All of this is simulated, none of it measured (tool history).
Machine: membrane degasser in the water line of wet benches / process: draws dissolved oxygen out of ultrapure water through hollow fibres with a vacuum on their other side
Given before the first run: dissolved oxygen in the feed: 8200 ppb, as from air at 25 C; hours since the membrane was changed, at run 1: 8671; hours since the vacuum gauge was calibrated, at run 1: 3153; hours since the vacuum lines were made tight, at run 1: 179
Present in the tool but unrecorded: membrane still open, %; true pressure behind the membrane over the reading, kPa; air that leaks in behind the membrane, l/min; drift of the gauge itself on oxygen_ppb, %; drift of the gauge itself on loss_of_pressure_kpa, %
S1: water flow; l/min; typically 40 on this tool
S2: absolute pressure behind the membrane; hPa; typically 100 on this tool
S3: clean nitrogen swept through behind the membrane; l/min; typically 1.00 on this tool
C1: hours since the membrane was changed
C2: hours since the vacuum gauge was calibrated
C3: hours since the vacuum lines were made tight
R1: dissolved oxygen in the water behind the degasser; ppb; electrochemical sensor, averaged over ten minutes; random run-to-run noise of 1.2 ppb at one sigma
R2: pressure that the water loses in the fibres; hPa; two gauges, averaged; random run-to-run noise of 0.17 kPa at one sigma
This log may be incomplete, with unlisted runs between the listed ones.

| run | hour | S1 | S2 | S3 | C1 | C2 | C3 | R1 | R2 |
|---|---|---|---|---|---|---|---|---|---|
| 1 | 0.0 | 40 | 100 | 1.00 | 8671 | 3153 | 179 | 537.8 | 510.3 |
| 2 | 286.8 | 40 | 100 | 1.00 | 8957 | 3439 | 465 | 539.1 | 507.6 |
| 3 | 503.7 | 40 | 100 | 1.00 | 9174 | 3656 | 682 | 540.1 | 506.2 |
|  | 549.2 | vacuum gauge calibrated |
| 4 | 785.2 | 40 | 100 | 1.00 | 9455 | 236 | 963 | 537.1 | 506.3 |
| 5 | 993.0 | 46 | 100 | 1.00 | 9663 | 444 | 1171 | 612.8 | 585.8 |
| 6 | 1214.8 | 46 | 100 | 1.00 | 9885 | 666 | 1393 | 611.9 | 582.8 |
| 7 | 1376.3 | 46 | 100 | 1.00 | 10046 | 827 | 1554 | 608.7 | 586.0 |
| 8 | 1649.6 | 40 | 100 | 1.00 | 10320 | 1100 | 1828 | 538.1 | 512.7 |
| 9 | 1892.1 | 40 | 100 | 1.00 | 10562 | 1343 | 2070 | 535.7 | 513.1 |
| 10 | 2157.1 | 40 | 100 | 1.00 | 10827 | 1608 | 2335 | 537.1 | 509.7 |
| 11 | 2316.9 | 40 | 100 | 1.00 | 10987 | 1768 | 2495 | 533.1 | 511.9 |
| 12 | 2468.6 | 40 | 100 | 1.00 | 11139 | 1919 | 2647 | 534.7 | 508.9 |
| 13 | 2656.3 | 51 | 62 | 2.61 | 11326 | 2107 | 2834 | 188.9 | 648.5 |
| 14 | 2933.1 | 51 | 62 | 2.61 | 11603 | 2384 | 3111 | 188.8 | 649.8 |
| 15 | 3122.4 | 51 | 62 | 2.61 | 11792 | 2573 | 3300 | 188.9 | 648.6 |
| 16 | 3291.0 | 46 | 133 | 0.51 | 11961 | 2742 | 3469 | 1321.3 | 587.4 |
| 17 | 3557.1 | 46 | 133 | 0.51 | 12227 | 3008 | 3735 | 1315.0 | 584.6 |
| 18 | 3741.2 | 36 | 110 | 1.00 | 12411 | 3192 | 3919 | 549.5 | 460.7 |
|  | 3889.4 | gauge calibrated |
| 19 | 3983.4 | 47 | 121 | 0.92 | 12653 | 3434 | 4161 | 835.9 | 598.5 |
|  | 4244.0 | vacuum gauge calibrated |
| 20 | 4244.8 | 63 | 100 | 2.87 | 12914 | 1 | 4422 | 437.0 | 802.3 |
| 21 | 4432.8 | 63 | 100 | 2.87 | 13102 | 189 | 4610 | 435.4 | 804.6 |

Measured less the same run without the tool's hidden state. The same run-to-run variation is in both; the gauge's scatter may not be:
| run | R1 |
|---|---|
| 1 | +0.3 |
| 2 | -0.2 |
| 3 | -0.5 |
| 4 | -1.2 |
| 5 | -1.8 |
| 6 | -2.2 |
| 7 | -2.5 |
| 8 | -2.7 |
| 9 | -3.1 |
| 10 | -3.5 |
| 11 | -3.8 |
| 12 | -4.0 |
| 13 | -1.2 |
| 14 | -1.4 |
| 15 | -1.4 |
| 16 | -13.8 |
| 17 | -14.7 |
| 18 | -6.3 |
| 19 | +0.3 |
| 20 | +0.1 |
| 21 | -0.2 |
For R2, the value without the hidden state is never more than 1.0 hPa from the measured value.
